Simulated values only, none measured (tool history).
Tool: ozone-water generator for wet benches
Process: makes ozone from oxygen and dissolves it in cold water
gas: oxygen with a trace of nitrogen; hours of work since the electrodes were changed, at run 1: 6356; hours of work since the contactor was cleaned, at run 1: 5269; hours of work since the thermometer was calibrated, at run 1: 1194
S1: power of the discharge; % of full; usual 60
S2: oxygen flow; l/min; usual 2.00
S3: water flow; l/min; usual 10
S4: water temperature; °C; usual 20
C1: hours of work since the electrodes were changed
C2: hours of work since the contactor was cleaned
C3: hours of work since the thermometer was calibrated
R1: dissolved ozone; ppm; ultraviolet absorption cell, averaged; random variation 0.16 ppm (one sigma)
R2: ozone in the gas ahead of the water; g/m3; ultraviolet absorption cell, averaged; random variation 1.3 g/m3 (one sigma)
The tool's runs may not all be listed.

Run 1, hour 0.0: usual settings; C1 6356; C2 5269; C3 1194. Result: R1 20.9 ppm, R2 235.2 g/m3.
Run 2, hour 122.2: usual settings but S1 99 % of full; C1 6445; C2 5358; C3 1283. Result: R1 31.6 ppm, R2 356.8 g/m3.
Run 3, hour 321.4: usual settings; C1 6589; C2 5502; C3 1427. Result: R1 21.1 ppm, R2 234.9 g/m3.
Run 4, hour 492.2: usual settings; C1 6713; C2 5626; C3 1551. Result: R1 20.9 ppm, R2 234.4 g/m3.
Run 5, hour 693.7: usual settings; C1 6859; C2 5772; C3 1697. Result: R1 20.9 ppm, R2 236.4 g/m3.
Run 6, hour 835.6: usual settings but S2 2.85 l/min; C1 6962; C2 5875; C3 1800. Result: R1 20.3 ppm, R2 183.8 g/m3.
Run 7, hour 947.3: usual settings but S2 2.85 l/min; C1 7043; C2 5956; C3 1881. Result: R1 20.1 ppm, R2 186.9 g/m3.
Run 8, hour 1116.6: usual settings; C1 7166; C2 6079; C3 2004. Result: R1 21.0 ppm, R2 235.4 g/m3.
Run 9, hour 1268.3: usual settings; C1 7276; C2 6189; C3 2114. Result: R1 21.0 ppm, R2 233.7 g/m3.
Run 10, hour 1387.5: usual settings; C1 7362; C2 6275; C3 2200. Result: R1 20.8 ppm, R2 233.3 g/m3.
Run 11, hour 1503.4: usual settings but S2 2.67 l/min; C1 7446; C2 6360; C3 2284. Result: R1 20.4 ppm, R2 191.9 g/m3.
Run 12, hour 1644.5: usual settings but S2 2.67 l/min; C1 7549; C2 6462; C3 2387. Result: R1 20.2 ppm, R2 195.1 g/m3.
At hour 1817.9: contactor cleaned.
Run 13, hour 1838.3: usual settings but S2 2.67 l/min; C1 7686; C2 15; C3 2524. Result: R1 20.1 ppm, R2 193.6 g/m3.
Run 14, hour 2035.8: usual settings but S2 2.67 l/min; C1 7829; C2 158; C3 2667. Result: R1 20.5 ppm, R2 192.8 g/m3.
Run 15, hour 2235.5: usual settings but S1 67 % of full, S2 1.12 l/min, S3 6 l/min, S4 24 °C; C1 7974; C2 303; C3 2812. Result: R1 35.8 ppm, R2 376.6 g/m3.
Run 16, hour 2427.1: usual settings but S1 88 % of full, S2 1.96 l/min, S3 9 l/min, S4 17 °C; C1 8113; C2 442; C3 2951. Result: R1 32.5 ppm, R2 323.6 g/m3.
Run 17, hour 2521.3: usual settings but S1 90 % of full, S2 3.07 l/min, S3 8 l/min, S4 19 °C; C1 8182; C2 510; C3 3020. Result: R1 33.1 ppm, R2 242.0 g/m3.
Run 18, hour 2624.5: usual settings but S2 1.88 l/min, S3 9 l/min; C1 8256; C2 585; C3 3094. Result: R1 23.3 ppm, R2 240.4 g/m3.
Run 19, hour 2832.0: usual settings but S1 58 % of full, S2 1.88 l/min, S3 9 l/min, S4 27 °C; C1 8407; C2 735; C3 3245. Result: R1 20.5 ppm, R2 236.1 g/m3.
At hour 2922.4: water thermometer calibrated.
Run 20, hour 3051.0: usual settings but S2 1.15 l/min; C1 8565; C2 894; C3 93. Result: R1 21.1 ppm, R2 336.5 g/m3.
Run 21, hour 3171.6: usual settings but S3 12 l/min; C1 8653; C2 981; C3 181. Result: R1 17.7 ppm, R2 231.3 g/m3.
Run 22, hour 3318.3: usual settings but S3 12 l/min; C1 8759; C2 1088; C3 287. Result: R1 17.1 ppm, R2 228.8 g/m3.
Run 23, hour 3498.8: usual settings but S1 82 % of full, S2 2.63 l/min, S3 7 l/min, S4 28 °C; C1 8890; C2 1219; C3 418. Result: R1 30.0 ppm, R2 248.9 g/m3.
Run 24, hour 3611.1: usual settings but S1 82 % of full, S2 2.63 l/min, S3 7 l/min, S4 28 °C; C1 8971; C2 1300; C3 499. Result: R1 30.3 ppm, R2 248.6 g/m3.
Run 25, hour 3741.8: usual settings but S1 77 % of full, S4 17 °C; C1 9066; C2 1395; C3 594. Result: R1 26.6 ppm, R2 281.8 g/m3.

5 ways to go on from here, each from the tool as it stands after run 25. What would each give?
Run A, hour 3958.5: usual settings but S1 77 % of full, S2 2.99 l/min, S4 17 °C; C1 9223; C2 1552; C3 751. Result: R1 ?, R2 ?.
Run B, hour 3958.5: usual settings but S1 81 % of full, S3 14 l/min, S4 21 °C; C1 9223; C2 1552; C3 751. Result: R1 ?, R2 ?.
Run C, hour 3958.5: usual settings but S3 8 l/min; C1 9223; C2 1552; C3 751. Result: R1 ?, R2 ?.
Run D, hour 3958.5: usual settings but S1 77 % of full, S2 3.59 l/min, S3 8 l/min, S4 12 °C; C1 9223; C2 1552; C3 751. Result: R1 ?, R2 ?.
Run E, hour 3958.5: usual settings but S1 77 % of full, S2 3.08 l/min, S4 14 °C; C1 9223; C2 1552; C3 751. Result: R1 ?, R2 ?.

run    R1     R2
  A  25.4  218.8
  B  19.0  296.1
  C  25.8  231.6
  D  32.4  190.2
  E  26.8  212.1
Without the tool's hidden state the same runs would have given:
run    R1     R2
  A  25.5  224.5
  B  19.1  303.8
  C  25.9  237.6
  D  32.5  195.2
  E  26.8  217.7

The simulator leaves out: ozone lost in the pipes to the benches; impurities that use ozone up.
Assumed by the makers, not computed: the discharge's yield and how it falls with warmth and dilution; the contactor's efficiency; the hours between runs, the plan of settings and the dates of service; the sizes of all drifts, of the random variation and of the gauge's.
